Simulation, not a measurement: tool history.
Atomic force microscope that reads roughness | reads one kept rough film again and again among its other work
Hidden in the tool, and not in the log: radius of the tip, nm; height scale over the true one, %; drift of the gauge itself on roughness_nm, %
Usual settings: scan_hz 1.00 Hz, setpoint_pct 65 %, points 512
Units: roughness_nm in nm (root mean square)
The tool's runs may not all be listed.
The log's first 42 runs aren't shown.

run	hour	scan_hz	setpoint_pct	points	pictures with this tip	hours of work since the height scale was calibrated	roughness_nm
43	2344.9	0.54	83	780	75	693	2.774
# hour 2405.8: new tip fitted
44	2414.8	0.63	81	830	11	740	3.730
45	2470.3	0.92	55	772	81	776	2.814
46	2510.8	1.46	70	282	132	803	2.196
# hour 2529.4: new tip fitted
47	2571.6	1.00	84	512	53	843	2.941
48	2638.4	1.22	84	512	137	888	2.121
# hour 2653.7: new tip fitted
49	2685.6	0.64	76	934	40	919	3.236
50	2737.1	1.56	58	753	105	953	2.547

Forecast each of these 3 alternatives for the next run:
# hour 2775.0: new tip fitted
A	2788.1	1.00	87	512	16	987	?
# hour 2775.0: new tip fitted
B	2788.1	0.69	77	905	16	987	?
# hour 2775.0: new tip fitted
C	2788.1	1.56	70	753	16	987	?

run	roughness_nm
A	3.352
B	3.630
C	3.498
Without the tool's hidden state the same runs would have given:
run	roughness_nm
A	3.718
B	4.027
C	3.879
